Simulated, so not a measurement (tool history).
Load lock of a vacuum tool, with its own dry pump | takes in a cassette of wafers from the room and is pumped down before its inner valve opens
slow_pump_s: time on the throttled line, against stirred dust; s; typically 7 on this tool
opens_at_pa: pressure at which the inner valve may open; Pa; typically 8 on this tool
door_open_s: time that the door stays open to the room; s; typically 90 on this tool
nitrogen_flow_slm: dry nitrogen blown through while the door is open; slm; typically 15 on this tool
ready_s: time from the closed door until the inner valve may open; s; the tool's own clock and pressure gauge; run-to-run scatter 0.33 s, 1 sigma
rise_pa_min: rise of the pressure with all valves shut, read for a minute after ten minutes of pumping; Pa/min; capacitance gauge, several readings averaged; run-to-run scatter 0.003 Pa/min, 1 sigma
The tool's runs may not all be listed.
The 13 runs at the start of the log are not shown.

run,hour,slow_pump_s,opens_at_pa,door_open_s,nitrogen_flow_slm,"incoming humidity of the room's air, %",ready_s,rise_pa_min
14,5006.4,7,8,36,15,42.8,22.6,0.037
15,5261,7,14,36,15,44.4,21.8,0.035
16,5595.1,7,14,36,15,44.2,21.3,0.042
17,5966.6,7,14,36,15,46.4,20.9,0.046
18,6329.2,7,8,90,15,45.7,22.3,0.064
19,6648,7,8,33,15,45.8,22.2,0.046
20,6928.8,4,10,88,27,40.6,20.5,0.058
21,7434.7,11,7,90,15,45,25.8,0.074
22,7858.8,11,7,90,15,43.9,25.8,0.072
23,8361.8,11,7,90,15,45.8,26,0.084
24,8599,11,7,90,15,45.2,26.2,0.083
25,8971.3,4,7,90,15,43.4,21.8,0.089
26,9249.4,7,10,90,15,47.8,22.9,0.089
27,9662.3,8,8,75,9,42.6,23.7,0.09
28,10207.6,8,8,45,9,44.8,24.1,0.094
29,10584.3,13,8,207,9,41.5,27.4,0.142
30,11001.6,5,8,207,29,44.6,22.3,0.117
31,11429.4,7,8,45,44,42.6,23.8,0.089
32,11893.2,5,13,240,16,45.7,21.8,0.149
33,12265.4,5,14,166,12,47.2,21,0.149
34,12515.7,5,14,166,12,44.6,22.1,0.144
35,13000.3,5,14,129,30,42.1,21.7,0.128
36,13284,9,8,28,22,44.5,25.4,0.116

Below are 4 alternative next runs, each starting from the tool's condition after run 36. Predict each:
A,13818.3,9,7,28,22,46,?,?
B,13818.3,9,8,182,22,41.4,?,?
C,13818.3,5,14,90,21,45.8,?,?
D,13818.3,8,7,28,9,41.7,?,?

run,ready_s,rise_pa_min
A,25.9,0.12
B,25,0.158
C,21.7,0.14
D,24.7,0.128
Had the tool no hidden state, the same runs would have come out as:
run,ready_s,rise_pa_min
A,23,0.025
B,22.2,0.062
C,18.8,0.044
D,21.7,0.032

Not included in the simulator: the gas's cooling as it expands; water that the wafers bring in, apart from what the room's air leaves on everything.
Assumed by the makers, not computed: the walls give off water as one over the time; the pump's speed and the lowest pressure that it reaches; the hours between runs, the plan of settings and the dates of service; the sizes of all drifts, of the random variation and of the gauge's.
